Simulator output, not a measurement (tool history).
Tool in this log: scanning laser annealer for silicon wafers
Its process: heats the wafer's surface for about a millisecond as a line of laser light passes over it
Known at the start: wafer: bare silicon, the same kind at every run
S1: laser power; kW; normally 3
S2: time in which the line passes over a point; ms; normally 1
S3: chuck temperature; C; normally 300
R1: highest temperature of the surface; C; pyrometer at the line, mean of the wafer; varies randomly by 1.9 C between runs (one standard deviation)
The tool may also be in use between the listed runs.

run,hour,S1,S2,S3,R1
1,0,3,1,300,1122
2,69.2,3,1,300,1122
3,153.4,3,1,300,1121
# hour 236.8: window over the wafer cleaned
4,245.1,2.698,1,300,1030
5,330.9,2.698,1,300,1030
6,401.3,3,1,300,1122
7,447.8,3,1,300,1122
8,516.8,3.216,1,300,1186
9,557.4,3.216,1,300,1189
10,642.3,3.216,1,300,1185
11,725.2,3,1,300,1122
12,776.5,3,1,300,1121
# hour 825.4: optics aligned, line set to its width
13,866,3,1,300,1124
14,928.2,3,1,295,1118
15,988.2,3,1,295,1119
16,1048.1,3,1,295,1115
17,1094,3,1,295,1120
18,1165,3,1,300,1121
19,1248.8,3,1.12,300,1170
20,1288.7,3,1.12,300,1167
21,1350.5,3,0.71,324,1028
22,1387.7,3,0.71,324,1024
# hour 1437.8: window over the wafer cleaned
23,1437.8,2.715,0.72,300,931
24,1528.5,2.715,0.72,300,935
25,1585.9,3,1.1,278,1139
26,1640.8,2.787,1,336,1093
27,1689.3,2.787,1,336,1097
28,1772.2,2.787,1,336,1094
29,1831.1,2.787,1,336,1092
30,1885,2.787,1,336,1094
31,1942.6,3,1,314,1135
32,1988.3,3,1,314,1137
33,2064.2,3,1,314,1134
34,2132.9,2.577,0.95,286,965
35,2201.2,2.577,0.95,286,963
36,2258,2.577,0.95,286,964
37,2338.5,2.815,0.77,286,964
38,2401.3,3,0.87,300,1070
39,2476,3,0.87,300,1071

Forecast each of these 4 alternatives for the next run:
A,2555,2.654,0.87,300,?
B,2555,2.853,0.83,326,?
C,2555,3.158,0.71,300,?
D,2555,3.246,1.24,273,?

run,R1
A,971
B,1036
C,1046
D,1266
The same runs, with their run-to-run variation unchanged, on a tool lacking any hidden condition would have given:
run,R1
A,973
B,1037
C,1048
D,1268
